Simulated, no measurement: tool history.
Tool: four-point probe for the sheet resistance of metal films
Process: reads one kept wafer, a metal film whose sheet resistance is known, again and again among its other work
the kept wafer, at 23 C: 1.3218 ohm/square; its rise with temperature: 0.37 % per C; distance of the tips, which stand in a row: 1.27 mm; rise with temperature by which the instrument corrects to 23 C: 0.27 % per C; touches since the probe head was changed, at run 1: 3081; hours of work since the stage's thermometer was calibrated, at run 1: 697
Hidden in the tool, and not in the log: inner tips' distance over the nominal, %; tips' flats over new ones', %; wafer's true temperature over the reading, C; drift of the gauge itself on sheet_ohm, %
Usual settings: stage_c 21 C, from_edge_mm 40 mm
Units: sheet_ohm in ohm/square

run,hour,stage_c,from_edge_mm,touches since the probe head was changed,hours of work since the stage's thermometer was calibrated,sheet_ohm
1,0.0,21,40,3081,697,1.316052
2,41.7,21,40,4313,727,1.315714
3,79.7,21,40,5436,755,1.315945
4,116.7,21,40,6528,781,1.315936
5,149.5,21,7,7498,805,1.338030
6,184.7,21,40,8537,831,1.315361
7,204.1,21,40,9111,845,1.315565
8,231.4,21,12,9918,864,1.322815
9,258.0,21,12,10703,884,1.322605
10,285.7,21,12,11522,904,1.322662
11,311.5,28,40,12283,922,1.324533
12,336.9,28,40,13033,941,1.323697
13,361.2,19,39,13750,958,1.312776
14,401.6,23,39,14945,988,1.317935
15,445.0,23,39,16228,1019,1.317482
16,471.8,21,11,17019,1039,1.324024
17,505.8,19,47,18023,1063,1.311869
18,546.7,21,14,19232,1093,1.319577
19,581.2,31,40,20250,1118,1.326841
20,613.6,18,5,21206,1141,1.353784
21,646.8,27,11,22188,1165,1.330861
22,674.7,27,11,23013,1185,1.331417
23,719.8,27,11,24343,1218,1.331329
24,742.4,30,11,25012,1234,1.334958

5 ways to go on from here, each from the tool as it stands after run 24. What would each give?
A,761.0,24,26,25560,1248,?
B,761.0,23,43,25560,1248,?
C,761.0,30,48,25560,1248,?
D,761.0,30,7,25560,1248,?
E,761.0,33,6,25560,1248,?

run,sheet_ohm
A,1.318731
B,1.316483
C,1.325726
D,1.348353
E,1.359627
Without the tool's hidden state the same runs would have given:
run,sheet_ohm
A,1.324373
B,1.322118
C,1.331378
D,1.354096
E,1.365405
